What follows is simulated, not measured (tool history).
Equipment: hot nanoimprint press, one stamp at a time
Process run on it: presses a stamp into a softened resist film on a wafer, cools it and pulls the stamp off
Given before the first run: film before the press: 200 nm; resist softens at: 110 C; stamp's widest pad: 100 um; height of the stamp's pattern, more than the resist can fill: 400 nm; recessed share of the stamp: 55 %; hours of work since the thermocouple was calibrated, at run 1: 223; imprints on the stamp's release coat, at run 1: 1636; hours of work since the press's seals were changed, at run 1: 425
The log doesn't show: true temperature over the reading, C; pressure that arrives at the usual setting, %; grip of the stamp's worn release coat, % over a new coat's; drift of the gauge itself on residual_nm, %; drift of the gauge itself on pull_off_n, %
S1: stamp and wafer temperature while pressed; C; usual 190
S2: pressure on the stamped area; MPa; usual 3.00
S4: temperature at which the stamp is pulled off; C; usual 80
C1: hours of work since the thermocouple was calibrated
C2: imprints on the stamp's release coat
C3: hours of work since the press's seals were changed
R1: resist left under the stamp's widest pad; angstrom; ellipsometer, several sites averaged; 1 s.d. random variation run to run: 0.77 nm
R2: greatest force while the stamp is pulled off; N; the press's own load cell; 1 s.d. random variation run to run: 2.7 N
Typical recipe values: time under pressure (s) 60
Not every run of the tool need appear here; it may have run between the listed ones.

{"run": 1, "hour": 0.0, "S1": 190, "S2": 3.0, "time under pressure (s)": 60, "S4": 80, "C1": 223, "C2": 1636, "C3": 425, "R1": 1005, "R2": 192}
{"run": 2, "hour": 61.3, "S1": 190, "S2": 3.0, "time under pressure (s)": 60, "S4": 80, "C1": 266, "C2": 1952, "C3": 468, "R1": 1004, "R2": 217}
{"hour": 76.2, "done": "stamp cleaned and given a new release coat"}
{"hour": 146.3, "done": "press's hydraulic seals changed and the load cell set to zero"}
{"run": 3, "hour": 153.5, "S1": 190, "S2": 3.0, "time under pressure (s)": 60, "S4": 80, "C1": 321, "C2": 357, "C3": 5, "R1": 1000, "R2": 142}
{"run": 4, "hour": 200.1, "S1": 190, "S2": 3.0, "time under pressure (s)": 60, "S4": 80, "C1": 354, "C2": 597, "C3": 38, "R1": 1010, "R2": 149}
{"run": 5, "hour": 282.1, "S1": 190, "S2": 3.0, "time under pressure (s)": 60, "S4": 80, "C1": 412, "C2": 1021, "C3": 96, "R1": 1014, "R2": 172}
{"run": 6, "hour": 334.9, "S1": 190, "S2": 3.0, "time under pressure (s)": 114, "S4": 80, "C1": 449, "C2": 1293, "C3": 133, "R1": 787, "R2": 183}
{"hour": 345.7, "done": "plate thermocouple calibrated"}
{"run": 7, "hour": 415.9, "S1": 190, "S2": 3.0, "time under pressure (s)": 60, "S4": 80, "C1": 49, "C2": 1695, "C3": 188, "R1": 966, "R2": 200}
{"run": 8, "hour": 461.2, "S1": 190, "S2": 3.0, "time under pressure (s)": 60, "S4": 80, "C1": 81, "C2": 1929, "C3": 219, "R1": 1009, "R2": 218}
{"hour": 476.8, "done": "stamp cleaned and given a new release coat"}
{"run": 9, "hour": 516.8, "S1": 190, "S2": 3.0, "time under pressure (s)": 60, "S4": 80, "C1": 116, "C2": 207, "C3": 254, "R1": 992, "R2": 129}
{"run": 10, "hour": 571.6, "S1": 190, "S2": 3.0, "time under pressure (s)": 60, "S4": 80, "C1": 155, "C2": 489, "C3": 293, "R1": 990, "R2": 146}
{"run": 11, "hour": 629.6, "S1": 190, "S2": 3.0, "time under pressure (s)": 60, "S4": 80, "C1": 195, "C2": 789, "C3": 334, "R1": 993, "R2": 158}
{"run": 12, "hour": 666.1, "S1": 198, "S2": 2.19, "time under pressure (s)": 93, "S4": 86, "C1": 221, "C2": 977, "C3": 359, "R1": 708, "R2": 151}
{"run": 13, "hour": 726.4, "S1": 198, "S2": 2.19, "time under pressure (s)": 93, "S4": 86, "C1": 264, "C2": 1288, "C3": 402, "R1": 700, "R2": 170}
{"run": 14, "hour": 790.5, "S1": 198, "S2": 2.19, "time under pressure (s)": 93, "S4": 86, "C1": 309, "C2": 1618, "C3": 447, "R1": 719, "R2": 186}
{"run": 15, "hour": 853.6, "S1": 190, "S2": 2.46, "time under pressure (s)": 60, "S4": 86, "C1": 353, "C2": 1944, "C3": 491, "R1": 1096, "R2": 202}
{"hour": 866.5, "done": "stamp cleaned and given a new release coat"}
{"hour": 906.4, "done": "press's hydraulic seals changed and the load cell set to zero"}
{"run": 16, "hour": 911.7, "S1": 190, "S2": 2.46, "time under pressure (s)": 60, "S4": 86, "C1": 384, "C2": 192, "C3": 4, "R1": 1074, "R2": 122}
{"run": 17, "hour": 985.7, "S1": 190, "S2": 2.46, "time under pressure (s)": 60, "S4": 86, "C1": 436, "C2": 573, "C3": 56, "R1": 1083, "R2": 135}
{"hour": 1008.9, "done": "plate thermocouple calibrated"}
{"run": 18, "hour": 1065.6, "S1": 190, "S2": 3.0, "time under pressure (s)": 49, "S4": 80, "C1": 40, "C2": 970, "C3": 110, "R1": 1041, "R2": 171}
{"run": 19, "hour": 1148.7, "S1": 198, "S2": 1.88, "time under pressure (s)": 102, "S4": 73, "C1": 98, "C2": 1399, "C3": 168, "R1": 709, "R2": 212}
{"run": 20, "hour": 1194.6, "S1": 190, "S2": 3.0, "time under pressure (s)": 45, "S4": 76, "C1": 131, "C2": 1635, "C3": 201, "R1": 1098, "R2": 216}
{"hour": 1269.1, "done": "stamp cleaned and given a new release coat"}
{"run": 21, "hour": 1274.1, "S1": 190, "S2": 3.0, "time under pressure (s)": 30, "S4": 80, "C1": 182, "C2": 26, "C3": 252, "R1": 1258, "R2": 126}

3 options for the next run, each taken on its own from the tool as it stands now. Forecast them:
{"run": "A", "hour": 1311.9, "S1": 190, "S2": 3.24, "time under pressure (s)": 49, "S4": 84, "C1": 209, "C2": 221, "C3": 279, "R1": "?", "R2": "?"}
{"run": "B", "hour": 1311.9, "S1": 190, "S2": 3.66, "time under pressure (s)": 30, "S4": 80, "C1": 209, "C2": 221, "C3": 279, "R1": "?", "R2": "?"}
{"run": "C", "hour": 1311.9, "S1": 190, "S2": 3.0, "time under pressure (s)": 33, "S4": 80, "C1": 209, "C2": 221, "C3": 279, "R1": "?", "R2": "?"}

run=A R1=1041 R2=129
run=B R1=1184 R2=136
run=C R1=1194 R2=132
Take away the tool's hidden state, keep each run's random variation, and the runs would have read:
run=A R1=1025 R2=119
run=B R1=1165 R2=126
run=C R1=1178 R2=122

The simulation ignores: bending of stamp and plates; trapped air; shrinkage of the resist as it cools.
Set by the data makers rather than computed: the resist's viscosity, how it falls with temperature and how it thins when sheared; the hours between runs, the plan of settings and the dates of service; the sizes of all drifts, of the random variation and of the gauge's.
